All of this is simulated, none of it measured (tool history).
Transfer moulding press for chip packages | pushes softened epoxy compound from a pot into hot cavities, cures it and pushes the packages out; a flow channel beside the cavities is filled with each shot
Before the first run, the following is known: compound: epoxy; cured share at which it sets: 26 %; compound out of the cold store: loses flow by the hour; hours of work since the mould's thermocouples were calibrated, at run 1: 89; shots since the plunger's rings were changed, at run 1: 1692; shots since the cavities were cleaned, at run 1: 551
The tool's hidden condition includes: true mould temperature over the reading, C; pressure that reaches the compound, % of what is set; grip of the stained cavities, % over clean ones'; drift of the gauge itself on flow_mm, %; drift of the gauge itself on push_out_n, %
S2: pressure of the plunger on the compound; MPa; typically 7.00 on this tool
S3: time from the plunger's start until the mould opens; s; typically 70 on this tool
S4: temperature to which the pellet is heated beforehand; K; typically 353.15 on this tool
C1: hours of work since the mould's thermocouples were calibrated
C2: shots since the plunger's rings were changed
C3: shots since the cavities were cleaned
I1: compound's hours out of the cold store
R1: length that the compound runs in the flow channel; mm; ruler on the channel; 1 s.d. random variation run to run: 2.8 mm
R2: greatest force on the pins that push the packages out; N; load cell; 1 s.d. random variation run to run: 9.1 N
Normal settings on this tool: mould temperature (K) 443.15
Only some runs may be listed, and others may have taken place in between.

run 1 day=0.000 | mould_temperature_(K)=443.15 S2=7.00 S3=70 S4=353.15 | C1=89 C2=1692 C3=551 | I1=12.1 | R1=593 R2=700
-- day=0.792 cavities cleaned with cleaning compound and waxed
run 2 day=2.254 | mould_temperature_(K)=447.15 S2=7.00 S3=70 S4=353.15 | C1=123 C2=2578 C3=591 | I1=9.6 | R1=593 R2=573
-- day=2.742 cavities cleaned with cleaning compound and waxed
run 3 day=3.654 | mould_temperature_(K)=447.15 S2=7.00 S3=70 S4=353.15 | C1=145 C2=3118 C3=368 | I1=21.5 | R1=543 R2=511
-- day=4.808 cavities cleaned with cleaning compound and waxed
run 4 day=5.292 | mould_temperature_(K)=447.15 S2=7.00 S3=70 S4=353.15 | C1=170 C2=3754 C3=194 | I1=11.7 | R1=578 R2=443
-- day=6.875 cavities cleaned with cleaning compound and waxed
run 5 day=7.042 | mould_temperature_(K)=443.15 S2=6.11 S3=70 S4=353.15 | C1=196 C2=4436 C3=68 | I1=39.6 | R1=448 R2=430
run 6 day=8.621 | mould_temperature_(K)=443.15 S2=6.11 S3=70 S4=353.15 | C1=221 C2=5073 C3=705 | I1=45.6 | R1=428 R2=623
-- day=8.854 cavities cleaned with cleaning compound and waxed
run 7 day=10.317 | mould_temperature_(K)=443.15 S2=6.11 S3=70 S4=353.15 | C1=247 C2=5734 C3=591 | I1=42.3 | R1=432 R2=626
-- day=10.871 cavities cleaned with cleaning compound and waxed
-- day=11.675 plunger's sealing rings changed
run 8 day=12.421 | mould_temperature_(K)=443.15 S2=6.11 S3=70 S4=353.15 | C1=278 C2=302 C3=584 | I1=19.0 | R1=533 R2=631
-- day=12.954 cavities cleaned with cleaning compound and waxed
run 9 day=14.242 | mould_temperature_(K)=443.15 S2=6.11 S3=70 S4=353.15 | C1=306 C2=1012 C3=520 | I1=45.1 | R1=449 R2=602
-- day=14.958 cavities cleaned with cleaning compound and waxed
run 10 day=16.058 | mould_temperature_(K)=443.15 S2=6.11 S3=70 S4=353.15 | C1=334 C2=1721 C3=446 | I1=40.2 | R1=458 R2=579
-- day=17.017 cavities cleaned with cleaning compound and waxed
run 11 day=17.550 | mould_temperature_(K)=443.15 S2=6.11 S3=70 S4=353.15 | C1=356 C2=2298 C3=216 | I1=34.9 | R1=471 R2=479
-- day=19.083 cavities cleaned with cleaning compound and waxed
run 12 day=19.333 | mould_temperature_(K)=443.15 S2=6.11 S3=70 S4=353.15 | C1=383 C2=2992 C3=100 | I1=31.3 | R1=483 R2=449
-- day=21.050 cavities cleaned with cleaning compound and waxed
run 13 day=22.029 | mould_temperature_(K)=443.15 S2=6.11 S3=70 S4=353.15 | C1=425 C2=4056 C3=395 | I1=32.7 | R1=474 R2=550
-- day=23.117 cavities cleaned with cleaning compound and waxed
run 14 day=23.638 | mould_temperature_(K)=443.15 S2=6.11 S3=70 S4=353.15 | C1=450 C2=4681 C3=210 | I1=40.8 | R1=447 R2=491
run 15 day=24.796 | mould_temperature_(K)=443.15 S2=6.67 S3=70 S4=353.15 | C1=468 C2=5150 C3=679 | I1=19.9 | R1=535 R2=668
-- day=25.075 cavities cleaned with cleaning compound and waxed
run 16 day=26.696 | mould_temperature_(K)=443.15 S2=6.67 S3=70 S4=353.15 | C1=497 C2=5891 C3=654 | I1=29.4 | R1=497 R2=640
-- day=27.162 cavities cleaned with cleaning compound and waxed
-- day=27.658 plunger's sealing rings changed
-- day=29.233 cavities cleaned with cleaning compound and waxed
run 17 day=29.233 | mould_temperature_(K)=443.15 S2=6.67 S3=70 S4=353.15 | C1=534 C2=611 C3=0 | I1=30.4 | R1=515 R2=406
run 18 day=30.592 | mould_temperature_(K)=443.15 S2=5.99 S3=104 S4=353.15 | C1=555 C2=1160 C3=549 | I1=9.0 | R1=565 R2=494
-- day=31.267 cavities cleaned with cleaning compound and waxed
run 19 day=32.654 | mould_temperature_(K)=443.15 S2=7.00 S3=59 S4=358.15 | C1=587 C2=1968 C3=561 | I1=25.0 | R1=543 R2=878
-- day=33.288 cavities cleaned with cleaning compound and waxed
run 20 day=34.900 | mould_temperature_(K)=450.15 S2=7.00 S3=102 S4=355.15 | C1=621 C2=2850 C3=652 | I1=21.9 | R1=543 R2=506
-- day=35.312 cavities cleaned with cleaning compound and waxed
-- day=37.388 cavities cleaned with cleaning compound and waxed
run 21 day=37.488 | mould_temperature_(K)=450.15 S2=7.00 S3=102 S4=355.15 | C1=660 C2=3844 C3=39 | I1=37.9 | R1=481 R2=304
-- day=39.338 cavities cleaned with cleaning compound and waxed
run 22 day=39.338 | mould_temperature_(K)=450.15 S2=7.00 S3=102 S4=355.15 | C1=689 C2=4567 C3=0 | I1=15.0 | R1=555 R2=308
-- day=41.412 cavities cleaned with cleaning compound and waxed
-- day=41.783 mould's thermocouples calibrated
run 23 day=41.783 | mould_temperature_(K)=450.15 S2=7.00 S3=102 S4=355.15 | C1=0 C2=5497 C3=117 | I1=41.8 | R1=463 R2=352
-- day=43.450 cavities cleaned with cleaning compound and waxed
-- day=43.742 plunger's sealing rings changed
run 24 day=44.400 | mould_temperature_(K)=450.15 S2=7.00 S3=102 S4=355.15 | C1=39 C2=265 C3=341 | I1=46.0 | R1=471 R2=438
-- day=45.708 cavities cleaned with cleaning compound and waxed
run 25 day=46.650 | mould_temperature_(K)=450.15 S2=7.01 S3=102 S4=347.15 | C1=73 C2=1149 C3=381 | I1=36.6 | R1=499 R2=432
-- day=47.671 cavities cleaned with cleaning compound and waxed
run 26 day=49.217 | mould_temperature_(K)=443.15 S2=7.00 S3=70 S4=353.15 | C1=113 C2=2160 C3=624 | I1=32.7 | R1=512 R2=643

How the hidden state differs across the entries between the runs, from the last listed run before each to the first after it:
Runs 1 to 2: cavities cleaned with cleaning compound and waxed (day 0.792)
  true mould temperature over the reading, C: -0.17 -> -0.1; pressure that reaches the compound, % of what is set: 96.82 -> 95.37; grip of the stained cavities, % over clean ones': 59 -> 61.8
  what was measured, less what the result would be without the hidden state, R1: -9 -> -14 mm; R2: +264 -> +221 N
Runs 2 to 3: cavities cleaned with cleaning compound and waxed (day 2.742)
  true mould temperature over the reading, C: -0.1 -> -0.06; pressure that reaches the compound, % of what is set: 95.37 -> 94.56; grip of the stained cavities, % over clean ones': 61.8 -> 44.3
  what was measured, less what the result would be without the hidden state, R1: -14 -> -15 mm; R2: +221 -> +157 N
Runs 3 to 4: cavities cleaned with cleaning compound and waxed (day 4.808)
  true mould temperature over the reading, C: -0.06 -> 0; pressure that reaches the compound, % of what is set: 94.56 -> 93.58; grip of the stained cavities, % over clean ones': 44.3 -> 24.5
  what was measured, less what the result would be without the hidden state, R1: -15 -> -19 mm; R2: +157 -> +87 N
Runs 4 to 5: cavities cleaned with cleaning compound and waxed (day 6.875)
  true mould temperature over the reading, C: 0 -> 0.05; pressure that reaches the compound, % of what is set: 93.58 -> 92.64; grip of the stained cavities, % over clean ones': 24.5 -> 8.8
  what was measured, less what the result would be without the hidden state, R1: -19 -> -17 mm; R2: +87 -> +33 N
Runs 6 to 7: cavities cleaned with cleaning compound and waxed (day 8.854)
  true mould temperature over the reading, C: 0.11 -> 0.16; pressure that reaches the compound, % of what is set: 91.65 -> 90.63; grip of the stained cavities, % over clean ones': 64.3 -> 58.7
  what was measured, less what the result would be without the hidden state, R1: -19 -> -22 mm; R2: +242 -> +227 N
Runs 7 to 8: cavities cleaned with cleaning compound and waxed (day 10.871); plunger's sealing rings changed (day 11.675)
  true mould temperature over the reading, C: 0.16 -> 0.23; pressure that reaches the compound, % of what is set: 90.63 -> 99.17; grip of the stained cavities, % over clean ones': 58.7 -> 57.7
  what was measured, less what the result would be without the hidden state, R1: -22 -> -2 mm; R2: +227 -> +226 N
Runs 8 to 9: cavities cleaned with cleaning compound and waxed (day 12.954)
  true mould temperature over the reading, C: 0.23 -> 0.29; pressure that reaches the compound, % of what is set: 99.17 -> 98.12; grip of the stained cavities, % over clean ones': 57.7 -> 55.7
  what was measured, less what the result would be without the hidden state, R1: -2 -> -4 mm; R2: +226 -> +211 N
Runs 9 to 10: cavities cleaned with cleaning compound and waxed (day 14.958)
  true mould temperature over the reading, C: 0.29 -> 0.34; pressure that reaches the compound, % of what is set: 98.12 -> 97.04; grip of the stained cavities, % over clean ones': 55.7 -> 50.8
  what was measured, less what the result would be without the hidden state, R1: -4 -> -7 mm; R2: +211 -> +191 N
Runs 10 to 11: cavities cleaned with cleaning compound and waxed (day 17.017)
  true mould temperature over the reading, C: 0.34 -> 0.39; pressure that reaches the compound, % of what is set: 97.04 -> 96.09; grip of the stained cavities, % over clean ones': 50.8 -> 25.2
  what was measured, less what the result would be without the hidden state, R1: -7 -> -10 mm; R2: +191 -> +90 N
Runs 11 to 12: cavities cleaned with cleaning compound and waxed (day 19.083)
  true mould temperature over the reading, C: 0.39 -> 0.44; pressure that reaches the compound, % of what is set: 96.09 -> 94.99; grip of the stained cavities, % over clean ones': 25.2 -> 13.2
  what was measured, less what the result would be without the hidden state, R1: -10 -> -14 mm; R2: +90 -> +43 N
Runs 12 to 13: cavities cleaned with cleaning compound and waxed (day 21.050)
  true mould temperature over the reading, C: 0.44 -> 0.52; pressure that reaches the compound, % of what is set: 94.99 -> 93.39; grip of the stained cavities, % over clean ones': 13.2 -> 45.9
  what was measured, less what the result would be without the hidden state, R1: -14 -> -17 mm; R2: +43 -> +164 N
Runs 13 to 14: cavities cleaned with cleaning compound and waxed (day 23.117)
  true mould temperature over the reading, C: 0.52 -> 0.57; pressure that reaches the compound, % of what is set: 93.39 -> 92.35; grip of the stained cavities, % over clean ones': 45.9 -> 27.9
  what was measured, less what the result would be without the hidden state, R1: -17 -> -18 mm; R2: +164 -> +97 N
Runs 15 to 16: cavities cleaned with cleaning compound and waxed (day 25.075)
  true mould temperature over the reading, C: 0.61 -> 0.67; pressure that reaches the compound, % of what is set: 91.71 -> 90.56; grip of the stained cavities, % over clean ones': 66.7 -> 66
  what was measured, less what the result would be without the hidden state, R1: -25 -> -26 mm; R2: +254 -> +242 N
Runs 16 to 17: cavities cleaned with cleaning compound and waxed (day 27.162); plunger's sealing rings changed (day 27.658); cavities cleaned with cleaning compound and waxed (day 29.233)
  true mould temperature over the reading, C: 0.67 -> 0.74; pressure that reaches the compound, % of what is set: 90.56 -> 98.77; grip of the stained cavities, % over clean ones': 66 -> 2.3
  what was measured, less what the result would be without the hidden state, R1: -26 -> -4 mm; R2: +242 -> -5 N
Runs 18 to 19: cavities cleaned with cleaning compound and waxed (day 31.267)
  true mould temperature over the reading, C: 0.79 -> 0.85; pressure that reaches the compound, % of what is set: 97.97 -> 96.76; grip of the stained cavities, % over clean ones': 57 -> 57.6
  what was measured, less what the result would be without the hidden state, R1: -7 -> -10 mm; R2: +177 -> +288 N
Runs 19 to 20: cavities cleaned with cleaning compound and waxed (day 33.288)
  true mould temperature over the reading, C: 0.85 -> 0.92; pressure that reaches the compound, % of what is set: 96.76 -> 95.41; grip of the stained cavities, % over clean ones': 57.6 -> 62.2
  what was measured, less what the result would be without the hidden state, R1: -10 -> -14 mm; R2: +288 -> +195 N
Runs 20 to 21: cavities cleaned with cleaning compound and waxed (day 35.312); cavities cleaned with cleaning compound and waxed (day 37.388)
  true mould temperature over the reading, C: 0.92 -> 1; pressure that reaches the compound, % of what is set: 95.41 -> 93.84; grip of the stained cavities, % over clean ones': 62.2 -> 6.5
  what was measured, less what the result would be without the hidden state, R1: -14 -> -17 mm; R2: +195 -> +20 N
Runs 21 to 22: cavities cleaned with cleaning compound and waxed (day 39.338)
  true mould temperature over the reading, C: 1 -> 1.05; pressure that reaches the compound, % of what is set: 93.84 -> 92.74; grip of the stained cavities, % over clean ones': 6.5 -> 0.3
  what was measured, less what the result would be without the hidden state, R1: -17 -> -23 mm; R2: +20 -> +0 N
Runs 22 to 23: cavities cleaned with cleaning compound and waxed (day 41.412); mould's thermocouples calibrated (day 41.783)
  true mould temperature over the reading, C: 1.05 -> 0.12; pressure that reaches the compound, % of what is set: 92.74 -> 91.21; grip of the stained cavities, % over clean ones': 0.3 -> 18.8
  what was measured, less what the result would be without the hidden state, R1: -23 -> -22 mm; R2: +0 -> +56 N
Runs 23 to 24: cavities cleaned with cleaning compound and waxed (day 43.450); plunger's sealing rings changed (day 43.742)
  true mould temperature over the reading, C: 0.12 -> 0.2; pressure that reaches the compound, % of what is set: 91.21 -> 99.45; grip of the stained cavities, % over clean ones': 18.8 -> 41
  what was measured, less what the result would be without the hidden state, R1: -22 -> -2 mm; R2: +56 -> +126 N
Runs 24 to 25: cavities cleaned with cleaning compound and waxed (day 45.708)
  true mould temperature over the reading, C: 0.2 -> 0.29; pressure that reaches the compound, % of what is set: 99.45 -> 98.1; grip of the stained cavities, % over clean ones': 41 -> 42.7
  what was measured, less what the result would be without the hidden state, R1: -2 -> -5 mm; R2: +126 -> +132 N
Runs 25 to 26: cavities cleaned with cleaning compound and waxed (day 47.671)
  true mould temperature over the reading, C: 0.29 -> 0.38; pressure that reaches the compound, % of what is set: 98.1 -> 96.53; grip of the stained cavities, % over clean ones': 42.7 -> 62.6
  what was measured, less what the result would be without the hidden state, R1: -5 -> -10 mm; R2: +132 -> +242 N
